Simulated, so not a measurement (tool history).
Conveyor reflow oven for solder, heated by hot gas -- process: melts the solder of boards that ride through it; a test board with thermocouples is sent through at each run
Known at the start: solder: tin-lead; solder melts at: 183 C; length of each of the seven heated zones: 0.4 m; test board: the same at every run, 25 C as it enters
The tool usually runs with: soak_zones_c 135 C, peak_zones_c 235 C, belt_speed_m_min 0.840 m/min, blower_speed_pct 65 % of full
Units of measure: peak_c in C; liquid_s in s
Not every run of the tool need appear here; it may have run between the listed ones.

run     day  soak_zones_c  peak_zones_c  belt_speed_m_min  blower_speed_pct  peak_c  liquid_s
  1   0.000           135           235             0.840                65   217.1      42.2
      1.062  -- thermocouples of zones 6 and 7 changed
  2   1.779           135           238             0.840                65   220.3      44.3
  3   3.033           135           235             0.840                53   214.2      39.6
  4   3.779           135           235             0.840                53   214.0      39.6
  5   5.417           135           235             0.840                53   213.7      39.3
  6   6.600           135           235             0.789                53   216.1      44.0
  7   8.262           135           235             0.789                53   215.6      43.9
  8   9.896           135           235             1.010                65   210.1      30.3
  9  11.308           135           235             1.010                65   209.5      29.9
 10  13.033           135           235             1.010                65   209.8      30.0
 11  14.146           135           235             1.010                65   209.1      29.5
 12  15.225           135           235             1.010                65   209.5      29.5
 13  16.983           135           235             0.799                66   217.6      45.0
 14  18.117           122           250             0.840                51   220.8      40.5
 15  19.692           135           236             0.720                60   219.6      51.8
 16  21.104           141           243             1.009                69   217.2      35.5
 17  22.175           128           235             0.686                65   220.2      53.2
 18  23.317           140           233             0.913                70   212.3      36.9
     24.462  -- flux residue cleaned out of gas plates and filters
 19  24.525           140           241             0.913                70   222.5      42.9
 20  25.729           124           241             0.814                70   223.5      45.0
 21  27.221           124           241             0.814                70   223.4      45.1
 22  28.167           143           241             0.937                70   221.8      42.2

Consider 3 possible next runs. They are alternatives, not a sequence: every one starts from the tool as it was left by run 22. What does each give?
  A  29.871           135           235             0.913                65       ?         ?
  B  29.871           143           250             0.937                70       ?         ?
  C  29.871           135           235             0.914                65       ?         ?

run  peak_c  liquid_s
  A   214.0      36.8
  B   229.3      45.0
  C   214.5      37.3
Without the tool's hidden state the same runs would have given:
run  peak_c  liquid_s
  A   215.6      37.2
  B   230.9      45.0
  C   216.0      37.7
